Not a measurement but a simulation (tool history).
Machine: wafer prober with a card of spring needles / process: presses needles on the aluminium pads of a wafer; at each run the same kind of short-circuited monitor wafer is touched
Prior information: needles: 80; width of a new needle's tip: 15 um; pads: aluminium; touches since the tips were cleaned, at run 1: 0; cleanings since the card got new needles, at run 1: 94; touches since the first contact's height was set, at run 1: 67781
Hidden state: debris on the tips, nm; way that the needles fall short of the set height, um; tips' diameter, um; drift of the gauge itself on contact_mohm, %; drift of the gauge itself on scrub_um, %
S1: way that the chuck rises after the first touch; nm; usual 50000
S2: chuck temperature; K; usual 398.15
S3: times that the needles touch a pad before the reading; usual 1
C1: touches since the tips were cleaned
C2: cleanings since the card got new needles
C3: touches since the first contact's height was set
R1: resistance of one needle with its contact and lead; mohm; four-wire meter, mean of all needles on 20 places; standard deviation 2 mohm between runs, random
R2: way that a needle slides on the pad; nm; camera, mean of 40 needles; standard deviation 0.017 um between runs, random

run 1 hour=0 | S1=50000 S2=398.15 S3=1 | C1=0 C2=94 C3=67781 | R1=229 R2=6820
-- hour=8 tips cleaned on abrasive film
-- hour=15.1 tips cleaned on abrasive film
run 2 hour=20.8 | S1=51000 S2=398.15 S3=1 | C1=4094 C2=96 C3=82597 | R1=346 R2=6910
-- hour=22.6 tips cleaned on abrasive film
-- hour=30.3 tips cleaned on abrasive film
-- hour=37.7 tips cleaned on abrasive film
run 3 hour=37.8 | S1=51000 S2=398.15 S3=1 | C1=95 C2=99 C3=94615 | R1=240 R2=6920
-- hour=45.2 tips cleaned on abrasive film
-- hour=52.7 tips cleaned on abrasive film
run 4 hour=55.7 | S1=50000 S2=398.15 S3=1 | C1=2187 C2=101 C3=107330 | R1=321 R2=6750
-- hour=60.6 tips cleaned on abrasive film
-- hour=68.5 tips cleaned on abrasive film
run 5 hour=69.8 | S1=50000 S2=309.15 S3=1 | C1=911 C2=103 C3=117260 | R1=253 R2=6690
-- hour=76.3 tips cleaned on abrasive film
-- hour=84.4 tips cleaned on abrasive film
run 6 hour=90.1 | S1=39000 S2=398.15 S3=1 | C1=4119 C2=105 C3=131734 | R1=453 R2=5190
-- hour=91.2 tips cleaned on abrasive film
-- hour=98.9 tips cleaned on abrasive film
-- hour=106.2 tips cleaned on abrasive film
run 7 hour=110.1 | S1=39000 S2=398.15 S3=1 | C1=2796 C2=108 C3=145861 | R1=414 R2=5190
-- hour=113.1 tips cleaned on abrasive film
-- hour=120.6 tips cleaned on abrasive film
-- hour=128 tips cleaned on abrasive film
run 8 hour=131.5 | S1=39000 S2=398.15 S3=1 | C1=2478 C2=111 C3=161033 | R1=392 R2=5150
-- hour=135.4 tips cleaned on abrasive film
-- hour=143.7 tips cleaned on abrasive film
run 9 hour=149 | S1=39000 S2=398.15 S3=1 | C1=3839 C2=113 C3=173484 | R1=451 R2=5110
-- hour=150.7 tips cleaned on abrasive film
-- hour=158.8 tips cleaned on abrasive film
-- hour=165.9 tips cleaned on abrasive film
run 10 hour=172.3 | S1=50000 S2=398.15 S3=1 | C1=4616 C2=116 C3=190012 | R1=379 R2=6600
-- hour=173.7 tips cleaned on abrasive film
-- hour=180.6 tips cleaned on abrasive film
-- hour=187.8 tips cleaned on abrasive film
run 11 hour=190.8 | S1=50000 S2=398.15 S3=1 | C1=2125 C2=119 C3=203053 | R1=329 R2=6590
-- hour=195.6 tips cleaned on abrasive film
-- hour=203.7 tips cleaned on abrasive film
run 12 hour=206.7 | S1=50000 S2=398.15 S3=1 | C1=2159 C2=121 C3=214399 | R1=334 R2=6570
-- hour=211.2 tips cleaned on abrasive film
-- hour=218.4 tips cleaned on abrasive film
run 13 hour=219.3 | S1=50000 S2=398.15 S3=1 | C1=663 C2=123 C3=223300 | R1=275 R2=6530
-- hour=226.2 tips cleaned on abrasive film
-- hour=226.5 height of the first contact set anew
run 14 hour=231.2 | S1=50000 S2=398.15 S3=1 | C1=3399 C2=124 C3=3399 | R1=370 R2=6330
-- hour=234 tips cleaned on abrasive film
-- hour=241.3 tips cleaned on abrasive film
-- hour=249.4 tips cleaned on abrasive film
run 15 hour=250.9 | S1=50000 S2=398.15 S3=1 | C1=1129 C2=127 C3=17362 | R1=280 R2=6330
-- hour=256.8 tips cleaned on abrasive film
-- hour=264.9 tips cleaned on abrasive film
run 16 hour=265.2 | S1=45000 S2=302.15 S3=1 | C1=217 C2=129 C3=27445 | R1=234 R2=5600
-- hour=272.3 tips cleaned on abrasive film
run 17 hour=277.7 | S1=50000 S2=398.15 S3=2 | C1=3827 C2=130 C3=36357 | R1=319 R2=6310
-- hour=280.4 tips cleaned on abrasive film
-- hour=288.1 tips cleaned on abrasive film
-- hour=295.5 tips cleaned on abrasive film
run 18 hour=297.1 | S1=36000 S2=398.15 S3=2 | C1=1168 C2=133 C3=50110 | R1=333 R2=4330
-- hour=303.1 tips cleaned on abrasive film
-- hour=311.4 tips cleaned on abrasive film
run 19 hour=312.6 | S1=36000 S2=398.15 S3=2 | C1=839 C2=135 C3=61090 | R1=302 R2=4280
-- hour=319.1 tips cleaned on abrasive film
-- hour=326.2 tips cleaned on abrasive film
-- hour=333.7 tips cleaned on abrasive film
run 20 hour=336.5 | S1=36000 S2=398.15 S3=2 | C1=1988 C2=138 C3=78041 | R1=369 R2=4270
-- hour=340.5 tips cleaned on abrasive film
-- hour=344 height of the first contact set anew, once more
run 21 hour=347.3 | S1=49000 S2=333.15 S3=2 | C1=4702 C2=139 C3=2340 | R1=324 R2=6800
-- hour=348.4 tips cleaned on abrasive film
-- hour=355.6 tips cleaned on abrasive film
-- hour=363.7 tips cleaned on abrasive film
run 22 hour=368.8 | S1=50000 S2=398.15 S3=1 | C1=3663 C2=142 C3=17562 | R1=351 R2=6890
-- hour=371.3 tips cleaned on abrasive film
-- hour=378.8 tips cleaned on abrasive film
-- hour=386.2 tips cleaned on abrasive film
run 23 hour=392.7 | S1=69000 S2=356.15 S3=1 | C1=4695 C2=145 C3=34527 | R1=298 R2=9530
-- hour=393.9 tips cleaned on abrasive film
-- hour=401 tips cleaned on abrasive film
-- hour=408.9 tips cleaned on abrasive film
run 24 hour=411.3 | S1=33000 S2=356.15 S3=1 | C1=1682 C2=148 C3=47658 | R1=406 R2=4480
-- hour=415.8 tips cleaned on abrasive film
-- hour=423.2 tips cleaned on abrasive film
run 25 hour=423.3 | S1=40000 S2=322.15 S3=1 | C1=46 C2=150 C3=56144 | R1=230 R2=5420
-- hour=430.5 tips cleaned on abrasive film
run 26 hour=436.9 | S1=34000 S2=398.15 S3=1 | C1=4590 C2=151 C3=65850 | R1=575 R2=4610
-- hour=438.6 tips cleaned on abrasive film
-- hour=446.3 tips cleaned on abrasive film
-- hour=453.3 tips cleaned on abrasive film
-- hour=460.8 tips cleaned on abrasive film
run 27 hour=461 | S1=50000 S2=305.15 S3=2 | C1=176 C2=155 C3=82910 | R1=215 R2=6760
-- hour=467.6 tips cleaned on abrasive film
-- hour=475.8 tips cleaned on abrasive film
run 28 hour=478.8 | S1=50000 S2=328.15 S3=1 | C1=2175 C2=157 C3=95556 | R1=317 R2=6750
-- hour=483 tips cleaned on abrasive film
-- hour=490.5 tips cleaned on abrasive film
run 29 hour=495 | S1=47000 S2=341.15 S3=1 | C1=3266 C2=159 C3=107059 | R1=392 R2=6360

Each row is a separate what-if for the run after 29, all from the same tool condition, not one after another. Results?
-- hour=497.9 tips cleaned on abrasive film
-- hour=505.2 tips cleaned on abrasive film
run A hour=506.8 | S1=50000 S2=398.15 S3=2 | C1=1187 C2=161 C3=115385 | R1=? R2=?
-- hour=497.9 tips cleaned on abrasive film
-- hour=505.2 tips cleaned on abrasive film
run B hour=506.8 | S1=61000 S2=300.15 S3=2 | C1=1187 C2=161 C3=115385 | R1=? R2=?
-- hour=497.9 tips cleaned on abrasive film
-- hour=505.2 tips cleaned on abrasive film
run C hour=506.8 | S1=70000 S2=320.15 S3=1 | C1=1187 C2=161 C3=115385 | R1=? R2=?

run=A R1=265 R2=6720
run=B R1=227 R2=8250
run=C R1=239 R2=9510
With the hidden condition removed and each run's random variation left untouched, the same runs would have given:
run=A R1=221 R2=6920
run=B R1=193 R2=8460
run=C R1=198 R2=9710
